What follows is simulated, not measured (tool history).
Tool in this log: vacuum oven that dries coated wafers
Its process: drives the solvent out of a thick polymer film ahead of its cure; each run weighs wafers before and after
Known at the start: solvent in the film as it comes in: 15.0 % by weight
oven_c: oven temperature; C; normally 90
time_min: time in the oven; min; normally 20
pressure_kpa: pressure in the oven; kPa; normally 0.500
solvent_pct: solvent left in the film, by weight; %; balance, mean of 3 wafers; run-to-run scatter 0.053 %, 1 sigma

{"run": 1, "hour": 0.0, "oven_c": 90, "time_min": 20, "pressure_kpa": 0.5, "solvent_pct": 1.36}
{"run": 2, "hour": 49.1, "oven_c": 90, "time_min": 20, "pressure_kpa": 0.5, "solvent_pct": 1.47}
{"run": 3, "hour": 77.0, "oven_c": 90, "time_min": 12, "pressure_kpa": 0.5, "solvent_pct": 3.03}
{"run": 4, "hour": 102.1, "oven_c": 90, "time_min": 12, "pressure_kpa": 0.5, "solvent_pct": 3.1}
{"run": 5, "hour": 137.6, "oven_c": 87, "time_min": 20, "pressure_kpa": 0.5, "solvent_pct": 1.86}
{"run": 6, "hour": 172.3, "oven_c": 87, "time_min": 20, "pressure_kpa": 0.5, "solvent_pct": 1.85}
{"run": 7, "hour": 207.4, "oven_c": 87, "time_min": 20, "pressure_kpa": 0.5, "solvent_pct": 1.82}
{"run": 8, "hour": 247.9, "oven_c": 87, "time_min": 20, "pressure_kpa": 0.639, "solvent_pct": 1.86}
{"run": 9, "hour": 291.4, "oven_c": 90, "time_min": 20, "pressure_kpa": 0.5, "solvent_pct": 1.38}
{"run": 10, "hour": 334.6, "oven_c": 90, "time_min": 20, "pressure_kpa": 0.5, "solvent_pct": 1.35}
{"run": 11, "hour": 358.8, "oven_c": 96, "time_min": 20, "pressure_kpa": 0.5, "solvent_pct": 0.79}
{"run": 12, "hour": 393.3, "oven_c": 96, "time_min": 20, "pressure_kpa": 0.5, "solvent_pct": 0.84}
{"run": 13, "hour": 419.3, "oven_c": 90, "time_min": 20, "pressure_kpa": 0.5, "solvent_pct": 1.37}
{"run": 14, "hour": 469.5, "oven_c": 90, "time_min": 20, "pressure_kpa": 0.5, "solvent_pct": 1.44}
{"run": 15, "hour": 511.7, "oven_c": 83, "time_min": 20, "pressure_kpa": 0.5, "solvent_pct": 2.44}
{"run": 16, "hour": 536.8, "oven_c": 83, "time_min": 20, "pressure_kpa": 0.5, "solvent_pct": 2.38}
{"run": 17, "hour": 571.0, "oven_c": 90, "time_min": 20, "pressure_kpa": 0.5, "solvent_pct": 1.37}
{"run": 18, "hour": 596.7, "oven_c": 90, "time_min": 20, "pressure_kpa": 0.5, "solvent_pct": 1.31}
{"run": 19, "hour": 631.1, "oven_c": 90, "time_min": 20, "pressure_kpa": 0.5, "solvent_pct": 1.44}
{"run": 20, "hour": 663.8, "oven_c": 90, "time_min": 20, "pressure_kpa": 0.5, "solvent_pct": 1.4}
{"run": 21, "hour": 714.5, "oven_c": 90, "time_min": 20, "pressure_kpa": 0.5, "solvent_pct": 1.4}
{"run": 22, "hour": 764.9, "oven_c": 90, "time_min": 20, "pressure_kpa": 0.5, "solvent_pct": 1.36}
{"run": 23, "hour": 792.2, "oven_c": 90, "time_min": 20, "pressure_kpa": 0.5, "solvent_pct": 1.34}
{"run": 24, "hour": 824.3, "oven_c": 90, "time_min": 20, "pressure_kpa": 0.424, "solvent_pct": 1.3}
{"hour": 829.3, "done": "oven's thermocouples calibrated"}
{"run": 25, "hour": 876.5, "oven_c": 83, "time_min": 20, "pressure_kpa": 0.5, "solvent_pct": 2.01}
{"run": 26, "hour": 901.0, "oven_c": 83, "time_min": 29, "pressure_kpa": 0.5, "solvent_pct": 1.3}
{"run": 27, "hour": 938.7, "oven_c": 81, "time_min": 27, "pressure_kpa": 0.868, "solvent_pct": 1.94}
{"hour": 977.6, "done": "oven's thermocouples calibrated, once more"}
{"run": 28, "hour": 988.3, "oven_c": 84, "time_min": 29, "pressure_kpa": 0.576, "solvent_pct": 1.94}
{"run": 29, "hour": 1021.0, "oven_c": 84, "time_min": 29, "pressure_kpa": 0.576, "solvent_pct": 1.9}
{"run": 30, "hour": 1071.6, "oven_c": 84, "time_min": 29, "pressure_kpa": 0.576, "solvent_pct": 1.82}
{"run": 31, "hour": 1115.8, "oven_c": 101, "time_min": 31, "pressure_kpa": 0.362, "solvent_pct": 0.46}
{"hour": 1130.3, "done": "vacuum gauge cleaned of residue and calibrated"}
{"run": 32, "hour": 1138.0, "oven_c": 101, "time_min": 31, "pressure_kpa": 0.362, "solvent_pct": 0.34}
{"run": 33, "hour": 1179.4, "oven_c": 101, "time_min": 31, "pressure_kpa": 0.362, "solvent_pct": 0.29}
{"run": 34, "hour": 1206.1, "oven_c": 91, "time_min": 10, "pressure_kpa": 0.685, "solvent_pct": 4.05}
{"run": 35, "hour": 1230.9, "oven_c": 91, "time_min": 10, "pressure_kpa": 0.685, "solvent_pct": 4.07}
{"run": 36, "hour": 1276.7, "oven_c": 90, "time_min": 10, "pressure_kpa": 0.5, "solvent_pct": 4.27}
{"run": 37, "hour": 1323.2, "oven_c": 76, "time_min": 11, "pressure_kpa": 1.943, "solvent_pct": 8.39}
{"run": 38, "hour": 1366.6, "oven_c": 83, "time_min": 29, "pressure_kpa": 0.5, "solvent_pct": 1.74}
{"run": 39, "hour": 1414.2, "oven_c": 83, "time_min": 29, "pressure_kpa": 0.5, "solvent_pct": 1.75}
{"run": 40, "hour": 1460.6, "oven_c": 93, "time_min": 17, "pressure_kpa": 0.276, "solvent_pct": 1.45}
{"run": 41, "hour": 1511.6, "oven_c": 82, "time_min": 17, "pressure_kpa": 0.464, "solvent_pct": 3.72}
{"run": 42, "hour": 1559.4, "oven_c": 88, "time_min": 24, "pressure_kpa": 0.997, "solvent_pct": 2.02}
{"run": 43, "hour": 1597.9, "oven_c": 96, "time_min": 15, "pressure_kpa": 0.532, "solvent_pct": 1.59}
{"run": 44, "hour": 1619.2, "oven_c": 90, "time_min": 24, "pressure_kpa": 0.531, "solvent_pct": 1.2}
{"run": 45, "hour": 1658.3, "oven_c": 90, "time_min": 19, "pressure_kpa": 0.303, "solvent_pct": 1.6}
{"run": 46, "hour": 1704.5, "oven_c": 88, "time_min": 20, "pressure_kpa": 0.5, "solvent_pct": 2.01}

Difference, measured minus no-hidden-state, one row per run. Run-to-run variation is common to both terms; the gauge's own scatter need not be:
Unlogged tool condition in this case: true wafer temperature over the reading, C; true pressure over the reading, kPa; drift of the gauge itself on solvent_pct, %.
run=1 solvent_pct=-0.19
run=2 solvent_pct=-0.20
run=3 solvent_pct=-0.36
run=4 solvent_pct=-0.37
run=5 solvent_pct=-0.25
run=6 solvent_pct=-0.27
run=7 solvent_pct=-0.26
run=8 solvent_pct=-0.28
run=9 solvent_pct=-0.22
run=10 solvent_pct=-0.22
run=11 solvent_pct=-0.11
run=12 solvent_pct=-0.11
run=13 solvent_pct=-0.23
run=14 solvent_pct=-0.23
run=15 solvent_pct=-0.38
run=16 solvent_pct=-0.39
run=17 solvent_pct=-0.24
run=18 solvent_pct=-0.25
run=19 solvent_pct=-0.25
run=20 solvent_pct=-0.25
run=21 solvent_pct=-0.25
run=22 solvent_pct=-0.25
run=23 solvent_pct=-0.26
run=24 solvent_pct=-0.26
run=25 solvent_pct=-0.71
run=26 solvent_pct=-0.42
run=27 solvent_pct=-0.63
run=28 solvent_pct=+0.26
run=29 solvent_pct=+0.25
run=30 solvent_pct=+0.25
run=31 solvent_pct=+0.11
run=32 solvent_pct=+0.02
run=33 solvent_pct=+0.02
run=34 solvent_pct=+0.09
run=35 solvent_pct=+0.09
run=36 solvent_pct=+0.08
run=37 solvent_pct=+0.09
run=38 solvent_pct=+0.07
run=39 solvent_pct=+0.06
run=40 solvent_pct=+0.04
run=41 solvent_pct=+0.05
run=42 solvent_pct=+0.04
run=43 solvent_pct=+0.03
run=44 solvent_pct=+0.03
run=45 solvent_pct=+0.02
run=46 solvent_pct=+0.01

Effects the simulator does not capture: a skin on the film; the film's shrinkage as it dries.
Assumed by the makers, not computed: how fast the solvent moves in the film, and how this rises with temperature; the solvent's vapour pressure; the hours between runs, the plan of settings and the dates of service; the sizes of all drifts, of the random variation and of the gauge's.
